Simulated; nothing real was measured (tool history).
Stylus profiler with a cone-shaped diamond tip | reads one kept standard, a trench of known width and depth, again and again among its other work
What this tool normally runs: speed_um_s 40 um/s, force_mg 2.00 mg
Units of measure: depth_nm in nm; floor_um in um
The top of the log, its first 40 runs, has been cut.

run	hour	speed_um_s	force_mg	depth_nm	floor_um
41	446.9	83	4.13	202.51	16.86
42	458.6	20	4.87	202.91	17.10
43	465.8	27	4.87	202.94	17.06
44	476.6	27	4.87	202.89	17.10
45	488.9	25	0.98	200.99	16.96
46	498.8	91	0.67	200.92	16.27
47	512.4	16	0.72	200.93	17.04
48	524.8	40	1.16	201.12	16.97

Below are 3 alternative next runs, each starting from the tool's condition after run 48. Predict each:
A	537.5	130	1.42	?	?
B	537.5	14	0.95	?	?
C	537.5	62	4.21	?	?

run	depth_nm	floor_um
A	201.32	16.28
B	200.98	17.12
C	202.67	16.86
Stripped of hidden state, with their random variation kept, the same runs would have yielded:
run	depth_nm	floor_um
A	201.31	16.29
B	200.98	17.12
C	202.66	16.87

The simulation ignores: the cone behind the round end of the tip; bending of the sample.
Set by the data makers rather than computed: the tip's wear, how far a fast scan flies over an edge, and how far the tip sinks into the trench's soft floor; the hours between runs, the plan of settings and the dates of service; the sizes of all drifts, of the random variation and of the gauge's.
